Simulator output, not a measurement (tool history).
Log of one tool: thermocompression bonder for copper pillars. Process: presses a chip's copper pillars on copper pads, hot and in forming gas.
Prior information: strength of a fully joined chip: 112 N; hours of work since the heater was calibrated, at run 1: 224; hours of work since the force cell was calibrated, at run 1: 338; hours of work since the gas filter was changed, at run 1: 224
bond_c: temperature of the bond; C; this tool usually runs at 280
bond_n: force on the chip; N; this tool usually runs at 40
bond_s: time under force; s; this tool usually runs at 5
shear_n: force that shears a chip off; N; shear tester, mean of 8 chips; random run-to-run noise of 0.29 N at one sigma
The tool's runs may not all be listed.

run,hour,bond_c,bond_n,bond_s,hours of work since the heater was calibrated,hours of work since the force cell was calibrated,hours of work since the gas filter was changed,shear_n
1,0.0,280,40,5,224,338,224,45.0
2,73.9,280,40,5,261,375,261,44.6
3,159.6,280,40,5,303,418,303,44.2
4,198.9,280,40,5,323,438,323,44.7
5,246.7,280,40,5,347,462,347,44.2
6,292.6,280,40,5,370,485,370,44.6
7,336.6,280,40,5,392,507,392,44.3
8,376.1,280,40,5,412,526,412,44.3
9,454.4,270,40,3,451,566,451,31.8
# hour 467.2: forming gas filter changed
10,539.2,261,40,9,493,608,36,44.6
11,618.7,280,40,3,533,648,76,36.0
12,692.7,280,28,5,570,685,113,32.9
# hour 739.0: heater calibrated with a thermocouple chip
13,776.7,280,55,5,19,726,154,56.8

Predict the results of run 14:
14,847.9,264,30,8,54,761,190,?

Run 14 gave shear_n 34.3 N.
Minus the tool's unlogged condition, the same run would have read shear_n 34.3 N.
